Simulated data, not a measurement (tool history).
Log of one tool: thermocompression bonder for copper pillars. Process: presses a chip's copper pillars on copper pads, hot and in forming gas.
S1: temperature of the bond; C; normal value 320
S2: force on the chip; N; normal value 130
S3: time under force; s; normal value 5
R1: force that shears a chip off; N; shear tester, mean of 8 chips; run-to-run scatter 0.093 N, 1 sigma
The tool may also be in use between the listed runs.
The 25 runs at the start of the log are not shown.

run 26 hour=177.2 | S1=305 S2=166 S3=12 | R1=46.94
run 27 hour=187.4 | S1=305 S2=166 S3=12 | R1=46.89
run 28 hour=194.8 | S1=337 S2=105 S3=5 | R1=42.44
run 29 hour=202.7 | S1=337 S2=105 S3=5 | R1=42.42
run 30 hour=208.7 | S1=337 S2=130 S3=5 | R1=46.28
run 31 hour=217.7 | S1=307 S2=126 S3=3 | R1=25.06
run 32 hour=226.0 | S1=307 S2=118 S3=3 | R1=24.01
run 33 hour=236.3 | S1=307 S2=118 S3=3 | R1=24.18
run 34 hour=243.3 | S1=293 S2=118 S3=3 | R1=19.13
run 35 hour=248.4 | S1=320 S2=90 S3=7 | R1=35.86
run 36 hour=253.2 | S1=320 S2=90 S3=4 | R1=28.82
run 37 hour=259.3 | S1=320 S2=126 S3=9 | R1=45.19
run 38 hour=265.2 | S1=320 S2=126 S3=9 | R1=45.12
-- hour=273.5 forming gas filter changed
run 39 hour=276.0 | S1=310 S2=123 S3=5 | R1=33.72

Forecast each of these 3 alternatives for the next run:
run A hour=285.2 | S1=342 S2=101 S3=11 | R1=?
run B hour=285.2 | S1=330 S2=172 S3=4 | R1=?
run C hour=285.2 | S1=310 S2=123 S3=10 | R1=?

run=A R1=59.27
run=B R1=46.67
run=C R1=43.51
Without the tool's hidden state the same runs would have given:
run=A R1=58.95
run=B R1=46.32
run=C R1=43.15
